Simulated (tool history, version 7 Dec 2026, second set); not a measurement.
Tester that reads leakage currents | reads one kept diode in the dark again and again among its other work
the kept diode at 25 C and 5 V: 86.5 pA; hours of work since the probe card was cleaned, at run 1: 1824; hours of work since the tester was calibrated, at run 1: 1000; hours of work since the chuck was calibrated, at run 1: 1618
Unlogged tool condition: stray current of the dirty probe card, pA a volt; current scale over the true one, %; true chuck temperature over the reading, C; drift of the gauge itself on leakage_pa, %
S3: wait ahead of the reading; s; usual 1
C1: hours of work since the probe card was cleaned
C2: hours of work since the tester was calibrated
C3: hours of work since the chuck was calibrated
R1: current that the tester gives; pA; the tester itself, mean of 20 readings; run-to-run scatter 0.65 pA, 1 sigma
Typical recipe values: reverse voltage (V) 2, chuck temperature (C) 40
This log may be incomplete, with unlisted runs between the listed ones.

run 1 hour=0 | reverse_voltage_(V)=2 chuck_temperature_(C)=40 S3=1 | C1=1824 C2=1000 C3=1618 | R1=213.81
run 2 hour=103.8 | reverse_voltage_(V)=2 chuck_temperature_(C)=40 S3=1 | C1=1897 C2=1072 C3=1691 | R1=213.57
run 3 hour=148.5 | reverse_voltage_(V)=2 chuck_temperature_(C)=40 S3=1 | C1=1928 C2=1104 C3=1722 | R1=215.38
-- hour=190 probe card cleaned and baked
run 4 hour=213.2 | reverse_voltage_(V)=2 chuck_temperature_(C)=40 S3=1 | C1=16 C2=1147 C3=1765 | R1=214.61
run 5 hour=312.6 | reverse_voltage_(V)=2 chuck_temperature_(C)=40 S3=1 | C1=85 C2=1216 C3=1834 | R1=214.78
run 6 hour=413.4 | reverse_voltage_(V)=2 chuck_temperature_(C)=40 S3=1 | C1=156 C2=1286 C3=1904 | R1=215.2
run 7 hour=486.7 | reverse_voltage_(V)=2 chuck_temperature_(C)=40 S3=1 | C1=207 C2=1337 C3=1955 | R1=215.54
-- hour=511.1 chuck's temperature calibrated
run 8 hour=564.5 | reverse_voltage_(V)=2 chuck_temperature_(C)=40 S3=1 | C1=260 C2=1390 C3=37 | R1=215.92
run 9 hour=660.6 | reverse_voltage_(V)=2 chuck_temperature_(C)=40 S3=1 | C1=327 C2=1457 C3=104 | R1=215.86
run 10 hour=709.8 | reverse_voltage_(V)=2 chuck_temperature_(C)=40 S3=1 | C1=361 C2=1491 C3=138 | R1=215.91
run 11 hour=756.8 | reverse_voltage_(V)=2 chuck_temperature_(C)=40 S3=1 | C1=394 C2=1524 C3=171 | R1=216.45
run 12 hour=843.9 | reverse_voltage_(V)=2 chuck_temperature_(C)=40 S3=1 | C1=454 C2=1585 C3=232 | R1=215.29
run 13 hour=899.3 | reverse_voltage_(V)=2 chuck_temperature_(C)=40 S3=1 | C1=493 C2=1623 C3=271 | R1=216.4
run 14 hour=976.3 | reverse_voltage_(V)=2 chuck_temperature_(C)=40 S3=1 | C1=546 C2=1677 C3=324 | R1=216.1
run 15 hour=1045.6 | reverse_voltage_(V)=2 chuck_temperature_(C)=40 S3=1 | C1=595 C2=1725 C3=372 | R1=214.1
run 16 hour=1109 | reverse_voltage_(V)=2 chuck_temperature_(C)=40 S3=1 | C1=639 C2=1769 C3=417 | R1=215.17
run 17 hour=1158.9 | reverse_voltage_(V)=2 chuck_temperature_(C)=40 S3=1 | C1=674 C2=1804 C3=451 | R1=215.38
run 18 hour=1227.3 | reverse_voltage_(V)=2 chuck_temperature_(C)=40 S3=1 | C1=721 C2=1852 C3=499 | R1=215.66
run 19 hour=1317.6 | reverse_voltage_(V)=2 chuck_temperature_(C)=40 S3=1 | C1=784 C2=1915 C3=562 | R1=213.46
run 20 hour=1393.1 | reverse_voltage_(V)=2 chuck_temperature_(C)=30 S3=1 | C1=837 C2=1967 C3=615 | R1=89.38
run 21 hour=1454.3 | reverse_voltage_(V)=2 chuck_temperature_(C)=30 S3=1 | C1=880 C2=2010 C3=657 | R1=89.32
run 22 hour=1523.5 | reverse_voltage_(V)=2.32 chuck_temperature_(C)=30 S3=3.43 | C1=928 C2=2058 C3=705 | R1=95.51
run 23 hour=1607.2 | reverse_voltage_(V)=10.61 chuck_temperature_(C)=31 S3=1.19 | C1=986 C2=2117 C3=764 | R1=216.73
run 24 hour=1671 | reverse_voltage_(V)=3.49 chuck_temperature_(C)=40 S3=7.88 | C1=1031 C2=2161 C3=808 | R1=280.63
run 25 hour=1746.6 | reverse_voltage_(V)=2 chuck_temperature_(C)=29 S3=1 | C1=1083 C2=2214 C3=861 | R1=81.32
run 26 hour=1807.4 | reverse_voltage_(V)=1.34 chuck_temperature_(C)=49 S3=8.83 | C1=1126 C2=2256 C3=903 | R1=375.21
run 27 hour=1866.1 | reverse_voltage_(V)=1.34 chuck_temperature_(C)=59 S3=8.83 | C1=1166 C2=2297 C3=944 | R1=825.32
run 28 hour=1956.4 | reverse_voltage_(V)=1.34 chuck_temperature_(C)=59 S3=0.54 | C1=1229 C2=2360 C3=1007 | R1=822.74
run 29 hour=2059.7 | reverse_voltage_(V)=6.13 chuck_temperature_(C)=59 S3=9.33 | C1=1301 C2=2432 C3=1079 | R1=1693.45
run 30 hour=2170.1 | reverse_voltage_(V)=13.49 chuck_temperature_(C)=28 S3=1 | C1=1378 C2=2509 C3=1156 | R1=185.64
run 31 hour=2267.5 | reverse_voltage_(V)=10.55 chuck_temperature_(C)=40 S3=6.13 | C1=1446 C2=2577 C3=1224 | R1=472.58
run 32 hour=2356.3 | reverse_voltage_(V)=10.55 chuck_temperature_(C)=40 S3=6.13 | C1=1508 C2=2639 C3=1286 | R1=476.66
run 33 hour=2405.2 | reverse_voltage_(V)=2.55 chuck_temperature_(C)=40 S3=0.6 | C1=1542 C2=2673 C3=1320 | R1=240.89
run 34 hour=2463.2 | reverse_voltage_(V)=9.21 chuck_temperature_(C)=22 S3=8.42 | C1=1583 C2=2713 C3=1360 | R1=87.72
run 35 hour=2518.7 | reverse_voltage_(V)=14.26 chuck_temperature_(C)=36 S3=1 | C1=1621 C2=2752 C3=1399 | R1=388.53
run 36 hour=2601.8 | reverse_voltage_(V)=14.26 chuck_temperature_(C)=36 S3=1 | C1=1679 C2=2810 C3=1457 | R1=390.06
run 37 hour=2682.4 | reverse_voltage_(V)=1.15 chuck_temperature_(C)=57 S3=0.7 | C1=1735 C2=2866 C3=1513 | R1=653.44
run 38 hour=2739.3 | reverse_voltage_(V)=16.74 chuck_temperature_(C)=54 S3=0.81 | C1=1775 C2=2905 C3=1553 | R1=1855.23
run 39 hour=2809.6 | reverse_voltage_(V)=16.74 chuck_temperature_(C)=47 S3=0.81 | C1=1824 C2=2954 C3=1602 | R1=1068.08

Alternative continuations, all from the tool just after run 39; predict every row:
run A hour=2897.6 | reverse_voltage_(V)=2.3 chuck_temperature_(C)=47 S3=8.57 | C1=1885 C2=3016 C3=1663 | R1=?
run B hour=2897.6 | reverse_voltage_(V)=14.21 chuck_temperature_(C)=53 S3=1 | C1=1885 C2=3016 C3=1663 | R1=?
run C hour=2897.6 | reverse_voltage_(V)=2 chuck_temperature_(C)=32 S3=1 | C1=1885 C2=3016 C3=1663 | R1=?
run D hour=2897.6 | reverse_voltage_(V)=7.14 chuck_temperature_(C)=40 S3=0.77 | C1=1885 C2=3016 C3=1663 | R1=?
run E hour=2897.6 | reverse_voltage_(V)=2 chuck_temperature_(C)=44 S3=1 | C1=1885 C2=3016 C3=1663 | R1=?

run=A R1=412.98
run=B R1=1586.65
run=C R1=107.82
run=D R1=392.54
run=E R1=301.51
Take away the tool's hidden state, keep each run's random variation, and the runs would have read:
run=A R1=413.38
run=B R1=1587.84
run=C R1=107.86
run=D R1=392.68
run=E R1=301.79

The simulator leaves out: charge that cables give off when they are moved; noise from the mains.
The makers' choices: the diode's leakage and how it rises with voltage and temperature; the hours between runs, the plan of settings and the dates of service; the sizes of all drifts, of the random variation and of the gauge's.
